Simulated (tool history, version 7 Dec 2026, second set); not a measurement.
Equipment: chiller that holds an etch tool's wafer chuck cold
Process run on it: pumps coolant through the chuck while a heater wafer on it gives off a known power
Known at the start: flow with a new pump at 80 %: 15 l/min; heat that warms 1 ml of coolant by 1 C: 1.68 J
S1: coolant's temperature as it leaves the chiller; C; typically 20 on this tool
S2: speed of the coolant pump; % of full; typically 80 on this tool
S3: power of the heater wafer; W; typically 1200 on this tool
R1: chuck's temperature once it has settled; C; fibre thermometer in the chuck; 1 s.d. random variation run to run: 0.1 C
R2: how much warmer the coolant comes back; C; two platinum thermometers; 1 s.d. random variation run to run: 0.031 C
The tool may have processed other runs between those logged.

| run | day | S1 | S2 | S3 | R1 | R2 |
|---|---|---|---|---|---|---|
| 1 | 0 | 20 | 80 | 1200 | 34.4 | 2.88 |
| 2 | 1.329 | 20 | 80 | 1200 | 34.3 | 2.94 |
| 3 | 3.512 | 20 | 80 | 1200 | 34.2 | 2.92 |
| 4 | 5.55 | 20 | 80 | 1200 | 34.5 | 2.86 |
| 5 | 6.671 | 12 | 80 | 1200 | 26.4 | 2.89 |
| 6 | 7.792 | 12 | 80 | 1200 | 26.7 | 2.91 |
| 7 | 8.996 | 12 | 80 | 1200 | 26.6 | 2.9 |
| 8 | 11.333 | 12 | 80 | 1200 | 26.8 | 2.9 |
| 9 | 12.783 | 12 | 80 | 1200 | 26.8 | 2.93 |
| 10 | 14.879 | 12 | 80 | 1200 | 26.6 | 2.93 |
| 11 | 16.354 | 20 | 80 | 1200 | 34.7 | 2.96 |
| 12 | 17.567 | 20 | 96 | 1200 | 33.5 | 2.44 |
| 13 | 19.388 | 20 | 83 | 1200 | 34.6 | 2.81 |
| 14 | 21.867 | 20 | 80 | 1200 | 34.9 | 2.87 |
| 15 | 24.242 | 20 | 80 | 1751 | 41.3 | 4.23 |
| 16 | 25.462 | 20 | 80 | 1751 | 41.7 | 4.25 |
| 17 | 26.65 | 20 | 80 | 1751 | 41.7 | 4.25 |
| 18 | 27.817 | 14 | 69 | 1050 | 28.3 | 2.94 |
| 19 | 29.925 | 20 | 76 | 685 | 29 | 1.7 |
| 20 | 31.888 | 20 | 78 | 622 | 28.4 | 1.61 |
| 21 | 33.825 | 28 | 69 | 932 | 40.9 | 2.66 |
| 22 | 35.517 | 28 | 69 | 932 | 40.8 | 2.64 |
| 23 | 37.3 | 28 | 69 | 932 | 40.9 | 2.59 |
| 24 | 39.608 | 17 | 80 | 706 | 25.9 | 1.7 |
| 25 | 40.667 | 13 | 80 | 1200 | 28.1 | 2.9 |
| 26 | 42.771 | 15 | 80 | 1200 | 30.3 | 2.96 |
| 27 | 44.912 | 23 | 94 | 1037 | 35.4 | 2.22 |
| 28 | 47.321 | 16 | 66 | 1387 | 35.8 | 4.07 |
| 29 | 48.6 | 16 | 66 | 1387 | 35.7 | 4.05 |
| 30 | 50.525 | 28 | 80 | 1346 | 45.3 | 3.26 |
|  | 52.017 | chiller's thermometer calibrated |
| 31 | 52.271 | 18 | 78 | 604 | 25.5 | 1.47 |
| 32 | 53.854 | 22 | 63 | 1200 | 39 | 3.74 |

Table of differences, measured result less the result of that run with no hidden state. Run-to-run variation is the same in both. Gauge scatter possibly is not:
Unlogged tool condition in this case: heat passed by the chuck's channels, % of clean ones'; flow at a given pump speed, % of a new pump's; coolant's true temperature over the reading, C; drift of the gauge itself on chuck_c, C; drift of the gauge itself on warmer_back_c, C.
| run | R1 | R2 |
|---|---|---|
| 1 | +2.2 | +0.01 |
| 2 | +2.1 | +0.01 |
| 3 | +2.2 | +0.01 |
| 4 | +2.2 | +0.02 |
| 5 | +2.3 | +0.01 |
| 6 | +2.3 | +0.02 |
| 7 | +2.3 | +0.02 |
| 8 | +2.4 | +0.03 |
| 9 | +2.4 | +0.03 |
| 10 | +2.5 | +0.03 |
| 11 | +2.5 | +0.03 |
| 12 | +2.3 | +0.03 |
| 13 | +2.5 | +0.03 |
| 14 | +2.6 | +0.04 |
| 15 | +3.6 | +0.06 |
| 16 | +3.7 | +0.07 |
| 17 | +3.7 | +0.07 |
| 18 | +2.6 | +0.04 |
| 19 | +1.9 | +0.03 |
| 20 | +1.8 | +0.03 |
| 21 | +2.4 | +0.05 |
| 22 | +2.5 | +0.05 |
| 23 | +2.6 | +0.05 |
| 24 | +2 | +0.04 |
| 25 | +3 | +0.07 |
| 26 | +3 | +0.07 |
| 27 | +2.6 | +0.06 |
| 28 | +3.9 | +0.11 |
| 29 | +3.8 | +0.11 |
| 30 | +3.5 | +0.09 |
| 31 | +1.3 | +0.04 |
| 32 | +3.1 | +0.11 |

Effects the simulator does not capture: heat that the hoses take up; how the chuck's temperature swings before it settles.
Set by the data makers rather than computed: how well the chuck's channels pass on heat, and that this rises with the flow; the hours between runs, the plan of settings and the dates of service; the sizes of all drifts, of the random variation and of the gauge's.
